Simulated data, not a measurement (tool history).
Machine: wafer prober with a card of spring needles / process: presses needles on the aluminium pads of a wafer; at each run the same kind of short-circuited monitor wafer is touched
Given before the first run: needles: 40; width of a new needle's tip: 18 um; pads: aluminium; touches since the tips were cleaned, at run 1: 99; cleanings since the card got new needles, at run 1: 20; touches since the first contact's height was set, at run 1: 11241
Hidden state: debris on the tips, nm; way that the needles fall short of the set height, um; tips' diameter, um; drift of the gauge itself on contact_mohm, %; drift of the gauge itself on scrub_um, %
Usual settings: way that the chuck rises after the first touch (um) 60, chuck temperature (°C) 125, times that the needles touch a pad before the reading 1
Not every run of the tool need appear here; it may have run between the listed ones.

run	hour	way that the chuck rises after the first touch (um)	chuck temperature (°C)	times that the needles touch a pad before the reading	touches since the tips were cleaned	cleanings since the card got new needles	touches since the first contact's height was set	resistance of one needle with its contact and lead (mohm)	way that a needle slides on the pad (um)
1	0.0	60	125	1	99	20	11241	184	16.66
# hour 5.8: tips cleaned on abrasive film
# hour 12.9: tips cleaned on abrasive film
# hour 20.1: tips cleaned on abrasive film
# hour 25.9: tips cleaned on abrasive film
# hour 31.6: tips cleaned on abrasive film
# hour 37.4: tips cleaned on abrasive film
# hour 44.5: tips cleaned on abrasive film
# hour 50.3: tips cleaned on abrasive film
2	54.8	60	125	1	3220	28	49915	183	16.65
# hour 56.3: tips cleaned on abrasive film
# hour 63.5: tips cleaned on abrasive film
# hour 69.2: tips cleaned on abrasive film
# hour 75.0: tips cleaned on abrasive film
# hour 80.7: tips cleaned on abrasive film
# hour 87.9: tips cleaned on abrasive film
# hour 93.7: tips cleaned on abrasive film
# hour 100.8: tips cleaned on abrasive film
# hour 101.1: height of the first contact set anew
3	103.7	60	125	1	1824	36	1824	181	16.63
# hour 108.0: tips cleaned on abrasive film
# hour 113.8: tips cleaned on abrasive film
# hour 121.0: tips cleaned on abrasive film
# hour 126.7: tips cleaned on abrasive film
# hour 132.5: tips cleaned on abrasive film
# hour 138.2: tips cleaned on abrasive film
# hour 145.4: tips cleaned on abrasive film
# hour 151.2: tips cleaned on abrasive film
# hour 156.9: tips cleaned on abrasive film
# hour 164.1: tips cleaned on abrasive film
# hour 169.8: tips cleaned on abrasive film
4	172.5	60	125	1	1909	47	50328	186	16.62
# hour 176.8: tips cleaned on abrasive film
# hour 184.0: tips cleaned on abrasive film
# hour 191.2: tips cleaned on abrasive film
# hour 196.9: tips cleaned on abrasive film
# hour 204.1: tips cleaned on abrasive film
# hour 209.9: tips cleaned on abrasive film
# hour 217.0: tips cleaned on abrasive film
# hour 217.3: height of the first contact set anew
# hour 223.1: tips cleaned on abrasive film
5	225.9	60	125	1	1992	55	6044	183	16.61
# hour 230.2: tips cleaned on abrasive film
# hour 236.0: tips cleaned on abrasive film
# hour 243.1: tips cleaned on abrasive film
# hour 250.3: tips cleaned on abrasive film
# hour 257.5: tips cleaned on abrasive film
# hour 264.7: tips cleaned on abrasive film
6	269.7	60	125	1	3619	61	37012	186	16.63
# hour 271.2: tips cleaned on abrasive film
# hour 277.0: tips cleaned on abrasive film
# hour 282.7: tips cleaned on abrasive film
# hour 289.9: tips cleaned on abrasive film
# hour 295.7: tips cleaned on abrasive film
# hour 302.8: tips cleaned on abrasive film
# hour 308.6: tips cleaned on abrasive film
# hour 315.8: tips cleaned on abrasive film
7	318.8	60	125	1	2166	69	71592	185	16.61
# hour 321.7: tips cleaned on abrasive film
# hour 327.5: tips cleaned on abrasive film
# hour 333.2: tips cleaned on abrasive film
# hour 333.5: height of the first contact set anew
# hour 339.3: tips cleaned on abrasive film
# hour 346.4: tips cleaned on abrasive film
# hour 352.2: tips cleaned on abrasive film
# hour 359.4: tips cleaned on abrasive film
# hour 365.1: tips cleaned on abrasive film
8	370.5	71	125	1	3851	77	26136	179	19.68
# hour 372.0: tips cleaned on abrasive film
# hour 377.8: tips cleaned on abrasive film
# hour 383.5: tips cleaned on abrasive film
# hour 390.7: tips cleaned on abrasive film
# hour 396.5: tips cleaned on abrasive film
# hour 402.2: tips cleaned on abrasive film
# hour 409.4: tips cleaned on abrasive film
# hour 416.6: tips cleaned on abrasive film
# hour 423.7: tips cleaned on abrasive film
# hour 429.5: tips cleaned on abrasive film
9	430.0	71	125	1	363	87	68030	180	19.71
# hour 435.7: tips cleaned on abrasive film
# hour 442.9: tips cleaned on abrasive film
# hour 448.7: tips cleaned on abrasive film
# hour 450.4: height of the first contact set anew
# hour 454.7: tips cleaned on abrasive film
# hour 461.9: tips cleaned on abrasive film
# hour 469.1: tips cleaned on abrasive film
# hour 476.2: tips cleaned on abrasive film
# hour 482.0: tips cleaned on abrasive film
# hour 487.8: tips cleaned on abrasive film
# hour 493.5: tips cleaned on abrasive film
10	497.9	65	125	1	3125	97	33513	180	18.03
# hour 499.4: tips cleaned on abrasive film
# hour 505.1: tips cleaned on abrasive film
# hour 512.3: tips cleaned on abrasive film
# hour 519.5: tips cleaned on abrasive film
# hour 525.2: tips cleaned on abrasive film
# hour 531.0: tips cleaned on abrasive film
# hour 538.2: tips cleaned on abrasive film
11	538.2	60	85	1	27	104	61900	175	16.64
# hour 544.0: tips cleaned on abrasive film
# hour 549.7: tips cleaned on abrasive film
# hour 556.9: tips cleaned on abrasive film
# hour 562.7: tips cleaned on abrasive film
# hour 567.2: height of the first contact set anew
# hour 568.7: tips cleaned on abrasive film
# hour 575.9: tips cleaned on abrasive film
12	577.1	67	106	1	871	110	6950	172	18.57
# hour 582.9: tips cleaned on abrasive film
# hour 588.6: tips cleaned on abrasive film
# hour 595.8: tips cleaned on abrasive film
# hour 601.5: tips cleaned on abrasive film
# hour 608.3: tips cleaned on abrasive film
13	608.3	50	102	1	0	115	28918	186	13.88
# hour 614.0: tips cleaned on abrasive film
# hour 621.2: tips cleaned on abrasive film
# hour 626.9: tips cleaned on abrasive film
# hour 632.7: tips cleaned on abrasive film
# hour 639.9: tips cleaned on abrasive film
# hour 645.6: tips cleaned on abrasive film
# hour 651.4: tips cleaned on abrasive film
# hour 657.8: tips cleaned on abrasive film
14	657.8	68	125	2	0	123	63827	178	18.83
# hour 665.0: tips cleaned on abrasive film
# hour 670.7: tips cleaned on abrasive film
# hour 677.9: tips cleaned on abrasive film
# hour 683.8: height of the first contact set anew
# hour 685.4: tips cleaned on abrasive film
# hour 692.5: tips cleaned on abrasive film
# hour 698.4: tips cleaned on abrasive film
15	698.4	72	26	2	0	129	10213	154	19.95
# hour 705.6: tips cleaned on abrasive film
# hour 711.3: tips cleaned on abrasive film
# hour 717.1: tips cleaned on abrasive film
# hour 722.8: tips cleaned on abrasive film
# hour 730.0: tips cleaned on abrasive film
# hour 735.8: tips cleaned on abrasive film
# hour 741.5: tips cleaned on abrasive film
# hour 748.7: tips cleaned on abrasive film
16	754.3	57	101	1	3997	137	49662	180	15.81
# hour 755.8: tips cleaned on abrasive film
# hour 761.5: tips cleaned on abrasive film
# hour 768.7: tips cleaned on abrasive film
# hour 774.5: tips cleaned on abrasive film
# hour 780.2: tips cleaned on abrasive film
# hour 787.4: tips cleaned on abrasive film
# hour 793.2: tips cleaned on abrasive film
# hour 800.3: tips cleaned on abrasive film
# hour 800.6: height of the first contact set anew
# hour 807.8: tips cleaned on abrasive film
# hour 813.6: tips cleaned on abrasive film
17	816.3	49	103	1	1935	147	11051	185	13.57
# hour 820.6: tips cleaned on abrasive film
# hour 827.8: tips cleaned on abrasive film
# hour 833.5: tips cleaned on abrasive film
# hour 840.7: tips cleaned on abrasive film
# hour 847.9: tips cleaned on abrasive film
# hour 855.0: tips cleaned on abrasive film
18	860.7	60	125	2	4042	153	42442	181	16.63
# hour 862.2: tips cleaned on abrasive film
# hour 867.9: tips cleaned on abrasive film
# hour 873.7: tips cleaned on abrasive film
# hour 880.9: tips cleaned on abrasive film
# hour 888.0: tips cleaned on abrasive film
# hour 895.2: tips cleaned on abrasive film
# hour 901.0: tips cleaned on abrasive film
19	903.8	60	125	2	2038	160	72842	186	16.63
# hour 906.7: tips cleaned on abrasive film
# hour 913.9: tips cleaned on abrasive film
# hour 917.0: height of the first contact set anew
# hour 920.0: tips cleaned on abrasive film
# hour 925.7: tips cleaned on abrasive film
# hour 931.5: tips cleaned on abrasive film
# hour 938.7: tips cleaned on abrasive film
# hour 944.4: tips cleaned on abrasive film
20	947.6	64	125	2	2309	167	21555	180	17.73

Consider 5 possible next runs. They are alternatives, not a sequence: every one starts from the tool as it was left by run 20. What does each give?
# hour 950.6: tips cleaned on abrasive film
# hour 956.3: tips cleaned on abrasive film
# hour 963.5: tips cleaned on abrasive film
# hour 970.7: tips cleaned on abrasive film
# hour 977.8: tips cleaned on abrasive film
A	982.7	70	94	2	3468	172	46296	?	?
# hour 950.6: tips cleaned on abrasive film
# hour 956.3: tips cleaned on abrasive film
# hour 963.5: tips cleaned on abrasive film
# hour 970.7: tips cleaned on abrasive film
# hour 977.8: tips cleaned on abrasive film
B	982.7	60	125	3	3468	172	46296	?	?
# hour 950.6: tips cleaned on abrasive film
# hour 956.3: tips cleaned on abrasive film
# hour 963.5: tips cleaned on abrasive film
# hour 970.7: tips cleaned on abrasive film
# hour 977.8: tips cleaned on abrasive film
C	982.7	60	25	1	3468	172	46296	?	?
# hour 950.6: tips cleaned on abrasive film
# hour 956.3: tips cleaned on abrasive film
# hour 963.5: tips cleaned on abrasive film
# hour 970.7: tips cleaned on abrasive film
# hour 977.8: tips cleaned on abrasive film
D	982.7	65	98	1	3468	172	46296	?	?
# hour 950.6: tips cleaned on abrasive film
# hour 956.3: tips cleaned on abrasive film
# hour 963.5: tips cleaned on abrasive film
# hour 970.7: tips cleaned on abrasive film
# hour 977.8: tips cleaned on abrasive film
E	982.7	76	118	3	3468	172	46296	?	?

run	resistance of one needle with its contact and lead (mohm)	way that a needle slides on the pad (um)
A	173	19.37
B	187	16.63
C	163	16.60
D	174	18.04
E	175	21.11
Take away the tool's hidden state, keep each run's random variation, and the runs would have read:
run	resistance of one needle with its contact and lead (mohm)	way that a needle slides on the pad (um)
A	172	19.37
B	187	16.63
C	162	16.60
D	174	18.04
E	175	21.11

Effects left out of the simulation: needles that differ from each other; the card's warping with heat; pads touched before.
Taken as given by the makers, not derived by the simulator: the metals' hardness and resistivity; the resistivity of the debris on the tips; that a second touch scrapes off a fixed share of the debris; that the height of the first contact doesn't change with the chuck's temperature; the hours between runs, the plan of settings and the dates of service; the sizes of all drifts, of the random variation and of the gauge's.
